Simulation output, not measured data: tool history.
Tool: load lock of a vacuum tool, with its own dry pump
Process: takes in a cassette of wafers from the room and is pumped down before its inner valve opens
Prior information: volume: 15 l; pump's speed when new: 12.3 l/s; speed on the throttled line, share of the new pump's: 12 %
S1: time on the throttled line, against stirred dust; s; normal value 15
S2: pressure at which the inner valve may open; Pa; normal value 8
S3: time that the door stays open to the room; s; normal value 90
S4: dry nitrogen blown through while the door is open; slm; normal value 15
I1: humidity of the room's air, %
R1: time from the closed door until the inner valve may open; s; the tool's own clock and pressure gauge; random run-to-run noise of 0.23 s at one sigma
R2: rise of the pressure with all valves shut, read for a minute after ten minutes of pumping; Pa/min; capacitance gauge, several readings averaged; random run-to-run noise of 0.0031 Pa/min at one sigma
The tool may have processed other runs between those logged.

run 1 hour=0 | S1=15 S2=8 S3=90 S4=15 | I1=45.5 | R1=25.2 R2=0.078
run 2 hour=185.4 | S1=15 S2=8 S3=90 S4=15 | I1=44.3 | R1=25 R2=0.077
run 3 hour=357.8 | S1=15 S2=8 S3=90 S4=15 | I1=45.6 | R1=25.6 R2=0.087
run 4 hour=545.7 | S1=15 S2=8 S3=90 S4=15 | I1=43.7 | R1=25.6 R2=0.087
run 5 hour=687.9 | S1=13 S2=8 S3=90 S4=15 | I1=46.1 | R1=24 R2=0.089
run 6 hour=768.5 | S1=15 S2=8 S3=45 S4=15 | I1=43.2 | R1=25.5 R2=0.071
run 7 hour=942.5 | S1=15 S2=8 S3=45 S4=15 | I1=48.4 | R1=25.3 R2=0.079
run 8 hour=1035.4 | S1=23 S2=8 S3=90 S4=15 | I1=41.7 | R1=32.7 R2=0.088
run 9 hour=1135.5 | S1=15 S2=14 S3=90 S4=15 | I1=44 | R1=25 R2=0.088
run 10 hour=1277.8 | S1=15 S2=14 S3=90 S4=15 | I1=47.5 | R1=24.9 R2=0.094
run 11 hour=1379.9 | S1=15 S2=14 S3=90 S4=15 | I1=43.5 | R1=24.8 R2=0.093
run 12 hour=1525.6 | S1=15 S2=8 S3=90 S4=15 | I1=46.8 | R1=25.5 R2=0.097
run 13 hour=1674.2 | S1=15 S2=12 S3=90 S4=15 | I1=45.5 | R1=25 R2=0.094
run 14 hour=1842.1 | S1=15 S2=12 S3=90 S4=15 | I1=46.4 | R1=25.2 R2=0.097
run 15 hour=1942.8 | S1=8 S2=12 S3=90 S4=15 | I1=44.3 | R1=18.9 R2=0.097
run 16 hour=2119.7 | S1=15 S2=14 S3=90 S4=15 | I1=47.9 | R1=25.1 R2=0.105
run 17 hour=2229.6 | S1=15 S2=14 S3=90 S4=15 | I1=46.1 | R1=25.4 R2=0.099
run 18 hour=2397.5 | S1=15 S2=8 S3=90 S4=15 | I1=43.7 | R1=26.3 R2=0.103
run 19 hour=2578.8 | S1=10 S2=8 S3=90 S4=15 | I1=44 | R1=21.7 R2=0.103
run 20 hour=2753.5 | S1=10 S2=8 S3=90 S4=15 | I1=42.3 | R1=21.5 R2=0.104
run 21 hour=2900.4 | S1=15 S2=10 S3=237 S4=14 | I1=45.9 | R1=25.4 R2=0.129
run 22 hour=2996.4 | S1=15 S2=8 S3=135 S4=15 | I1=42 | R1=25.7 R2=0.121
run 23 hour=3130 | S1=15 S2=6 S3=37 S4=29 | I1=45.8 | R1=26.2 R2=0.087
run 24 hour=3272 | S1=15 S2=6 S3=37 S4=29 | I1=42.1 | R1=25.8 R2=0.082
run 25 hour=3424.6 | S1=8 S2=15 S3=228 S4=10 | I1=45.9 | R1=18.8 R2=0.149
run 26 hour=3573.2 | S1=9 S2=16 S3=40 S4=8 | I1=42.4 | R1=19.8 R2=0.107
run 27 hour=3723.3 | S1=9 S2=12 S3=32 S4=8 | I1=45.6 | R1=20.1 R2=0.109
run 28 hour=3806.7 | S1=9 S2=14 S3=180 S4=8 | I1=46 | R1=19.7 R2=0.152
run 29 hour=3914.1 | S1=15 S2=10 S3=90 S4=15 | I1=44.9 | R1=25.8 R2=0.117
run 30 hour=4065.7 | S1=15 S2=10 S3=90 S4=15 | I1=42.1 | R1=25.3 R2=0.122
run 31 hour=4218.7 | S1=15 S2=8 S3=90 S4=9 | I1=45 | R1=26 R2=0.136
run 32 hour=4326.7 | S1=11 S2=9 S3=61 S4=4 | I1=47.8 | R1=22 R2=0.147
run 33 hour=4474.1 | S1=19 S2=8 S3=90 S4=15 | I1=46.1 | R1=30.1 R2=0.13
run 34 hour=4605.8 | S1=19 S2=8 S3=90 S4=15 | I1=42 | R1=29.5 R2=0.13
run 35 hour=4753.9 | S1=12 S2=9 S3=193 S4=15 | I1=43.9 | R1=23.1 R2=0.148
run 36 hour=4889.2 | S1=25 S2=9 S3=174 S4=15 | I1=46.6 | R1=34.9 R2=0.153
run 37 hour=5007.4 | S1=15 S2=12 S3=127 S4=14 | I1=46.3 | R1=25.8 R2=0.15

Here are 3 independent what-if runs from the current tool condition. What would each one return?
run A hour=5121.5 | S1=15 S2=8 S3=236 S4=14 | I1=48 | R1=? R2=?
run B hour=5121.5 | S1=15 S2=8 S3=90 S4=23 | I1=49.3 | R1=? R2=?
run C hour=5121.5 | S1=15 S2=8 S3=90 S4=38 | I1=44.8 | R1=? R2=?

run=A R1=25.9 R2=0.173
run=B R1=26.2 R2=0.135
run=C R1=26 R2=0.124
Had the tool no hidden state, the same runs would have come out as:
run=A R1=24.5 R2=0.098
run=B R1=24.9 R2=0.062
run=C R1=24.7 R2=0.049

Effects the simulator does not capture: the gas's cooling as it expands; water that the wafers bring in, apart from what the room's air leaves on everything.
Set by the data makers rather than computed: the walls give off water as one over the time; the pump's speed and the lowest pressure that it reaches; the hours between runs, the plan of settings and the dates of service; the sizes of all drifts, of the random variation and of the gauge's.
